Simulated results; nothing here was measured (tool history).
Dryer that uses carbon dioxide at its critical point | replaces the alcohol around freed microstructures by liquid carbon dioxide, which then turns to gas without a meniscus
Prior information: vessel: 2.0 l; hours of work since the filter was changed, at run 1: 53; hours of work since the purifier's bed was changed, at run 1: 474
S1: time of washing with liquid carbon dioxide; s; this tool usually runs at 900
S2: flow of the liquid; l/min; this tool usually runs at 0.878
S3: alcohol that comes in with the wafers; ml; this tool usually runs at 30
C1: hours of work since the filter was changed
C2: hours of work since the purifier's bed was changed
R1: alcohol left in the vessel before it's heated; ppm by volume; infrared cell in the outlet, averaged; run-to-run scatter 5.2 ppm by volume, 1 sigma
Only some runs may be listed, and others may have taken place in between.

| run | hour | S1 | S2 | S3 | C1 | C2 | R1 |
|---|---|---|---|---|---|---|---|
| 1 | 0 | 900 | 0.878 | 30 | 53 | 474 | 139 |
| 2 | 19.1 | 900 | 0.878 | 30 | 60 | 481 | 151 |
| 3 | 52.6 | 900 | 0.878 | 30 | 72 | 493 | 152 |
| 4 | 84.2 | 900 | 0.878 | 30 | 84 | 505 | 156 |
| 5 | 100.9 | 900 | 0.878 | 30 | 90 | 511 | 153 |
| 6 | 122.6 | 900 | 0.878 | 30 | 98 | 519 | 152 |
| 7 | 141.8 | 900 | 0.878 | 30 | 105 | 526 | 153 |
| 8 | 178.1 | 900 | 0.878 | 30 | 119 | 540 | 158 |
| 9 | 205.4 | 900 | 0.878 | 30 | 129 | 550 | 160 |
| 10 | 222.1 | 900 | 0.575 | 30 | 135 | 556 | 657 |
| 11 | 240.8 | 900 | 0.65 | 30 | 142 | 563 | 457 |
| 12 | 260.2 | 720 | 1.334 | 50 | 149 | 570 | 126 |
| 13 | 295.8 | 720 | 1.285 | 113 | 162 | 583 | 255 |
| 14 | 322.8 | 720 | 1.285 | 21 | 172 | 593 | 93 |
| 15 | 363.1 | 720 | 1.348 | 28 | 187 | 608 | 99 |
| 16 | 402.7 | 1320 | 0.878 | 66 | 202 | 623 | 87 |
| 17 | 433 | 1320 | 0.878 | 66 | 213 | 634 | 93 |
| 18 | 451.6 | 1320 | 0.878 | 66 | 220 | 641 | 84 |
| 19 | 470 | 1320 | 0.878 | 66 | 227 | 648 | 98 |

Some steps in R1 between neighbouring runs. How much of each would the tool show without its hidden state too (settings, what came in, random variation), and how much is left for the hidden state, with any gauge scatter that isn't in both results?
The hidden state here: flow that reaches the vessel past the clogged filter, %; alcohol in the recycled carbon dioxide, ppm; drift of the gauge itself on alcohol_ppm, %.
Run 9 -> 10: S2 0.878 -> 0.575. R1 +497 ppm by volume: hidden state +60, all else +437.
